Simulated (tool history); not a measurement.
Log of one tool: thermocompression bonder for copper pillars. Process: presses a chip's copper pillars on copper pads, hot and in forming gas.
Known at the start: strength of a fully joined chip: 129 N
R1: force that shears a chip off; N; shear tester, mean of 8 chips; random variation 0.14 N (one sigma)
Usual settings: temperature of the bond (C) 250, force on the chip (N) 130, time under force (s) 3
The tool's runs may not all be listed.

run 1 hour=0 | temperature_of_the_bond_(C)=250 force_on_the_chip_(N)=130 time_under_force_(s)=3 | R1=50.6
run 2 hour=7.7 | temperature_of_the_bond_(C)=269 force_on_the_chip_(N)=130 time_under_force_(s)=3 | R1=60.9
run 3 hour=19.4 | temperature_of_the_bond_(C)=269 force_on_the_chip_(N)=130 time_under_force_(s)=3 | R1=61
run 4 hour=28.9 | temperature_of_the_bond_(C)=230 force_on_the_chip_(N)=130 time_under_force_(s)=3 | R1=40
run 5 hour=36.3 | temperature_of_the_bond_(C)=230 force_on_the_chip_(N)=130 time_under_force_(s)=3 | R1=39.9
run 6 hour=44.3 | temperature_of_the_bond_(C)=230 force_on_the_chip_(N)=130 time_under_force_(s)=3 | R1=40
run 7 hour=50.3 | temperature_of_the_bond_(C)=250 force_on_the_chip_(N)=130 time_under_force_(s)=3 | R1=50.2
run 8 hour=55.7 | temperature_of_the_bond_(C)=250 force_on_the_chip_(N)=130 time_under_force_(s)=3 | R1=50.4
run 9 hour=64.9 | temperature_of_the_bond_(C)=250 force_on_the_chip_(N)=130 time_under_force_(s)=3 | R1=50.4
run 10 hour=74.9 | temperature_of_the_bond_(C)=250 force_on_the_chip_(N)=130 time_under_force_(s)=3 | R1=50.1
-- hour=77 force cell calibrated
run 11 hour=87.6 | temperature_of_the_bond_(C)=250 force_on_the_chip_(N)=130 time_under_force_(s)=3 | R1=50.2
run 12 hour=94.9 | temperature_of_the_bond_(C)=250 force_on_the_chip_(N)=130 time_under_force_(s)=3 | R1=50.3
run 13 hour=105.9 | temperature_of_the_bond_(C)=250 force_on_the_chip_(N)=130 time_under_force_(s)=3 | R1=50.4
-- hour=109.1 force cell calibrated, once more
run 14 hour=118.5 | temperature_of_the_bond_(C)=250 force_on_the_chip_(N)=130 time_under_force_(s)=3 | R1=49.4
run 15 hour=125.4 | temperature_of_the_bond_(C)=234 force_on_the_chip_(N)=137 time_under_force_(s)=3 | R1=42.6
run 16 hour=131.4 | temperature_of_the_bond_(C)=234 force_on_the_chip_(N)=137 time_under_force_(s)=3 | R1=42.5
run 17 hour=141.9 | temperature_of_the_bond_(C)=229 force_on_the_chip_(N)=111 time_under_force_(s)=4 | R1=39.8
run 18 hour=153.5 | temperature_of_the_bond_(C)=229 force_on_the_chip_(N)=111 time_under_force_(s)=4 | R1=39.9
run 19 hour=164.7 | temperature_of_the_bond_(C)=250 force_on_the_chip_(N)=105 time_under_force_(s)=3 | R1=44
run 20 hour=175 | temperature_of_the_bond_(C)=275 force_on_the_chip_(N)=84 time_under_force_(s)=2 | R1=42.9
run 21 hour=179.8 | temperature_of_the_bond_(C)=275 force_on_the_chip_(N)=139 time_under_force_(s)=5 | R1=76.3
run 22 hour=186.8 | temperature_of_the_bond_(C)=234 force_on_the_chip_(N)=152 time_under_force_(s)=8 | R1=64.4
run 23 hour=197 | temperature_of_the_bond_(C)=277 force_on_the_chip_(N)=130 time_under_force_(s)=3 | R1=63.6
run 24 hour=203.8 | temperature_of_the_bond_(C)=277 force_on_the_chip_(N)=130 time_under_force_(s)=3 | R1=63.8
run 25 hour=209.7 | temperature_of_the_bond_(C)=252 force_on_the_chip_(N)=96 time_under_force_(s)=2 | R1=36.1
run 26 hour=220.4 | temperature_of_the_bond_(C)=263 force_on_the_chip_(N)=130 time_under_force_(s)=3 | R1=56.3
run 27 hour=226.1 | temperature_of_the_bond_(C)=263 force_on_the_chip_(N)=130 time_under_force_(s)=3 | R1=56.2
run 28 hour=236.8 | temperature_of_the_bond_(C)=263 force_on_the_chip_(N)=130 time_under_force_(s)=3 | R1=56.1

The same runs without the tool's hidden state, with the same run-to-run variation:
The hidden state here: true temperature of the bond over the reading, C; force that reaches the chip, % of what is set; oxide that the forming gas leaves, % of the face; drift of the gauge itself on shear_n, %.
run=1 R1=51.8
run=2 R1=62.5
run=3 R1=62.6
run=4 R1=41
run=5 R1=40.9
run=6 R1=41
run=7 R1=51.5
run=8 R1=51.8
run=9 R1=51.9
run=10 R1=51.6
run=11 R1=51.6
run=12 R1=51.7
run=13 R1=51.9
run=14 R1=51.5
run=15 R1=44.4
run=16 R1=44.3
run=17 R1=41.5
run=18 R1=41.6
run=19 R1=46
run=20 R1=44.9
run=21 R1=80.2
run=22 R1=67.6
run=23 R1=66.8
run=24 R1=67.1
run=25 R1=37.8
run=26 R1=59.2
run=27 R1=59.1
run=28 R1=59.1

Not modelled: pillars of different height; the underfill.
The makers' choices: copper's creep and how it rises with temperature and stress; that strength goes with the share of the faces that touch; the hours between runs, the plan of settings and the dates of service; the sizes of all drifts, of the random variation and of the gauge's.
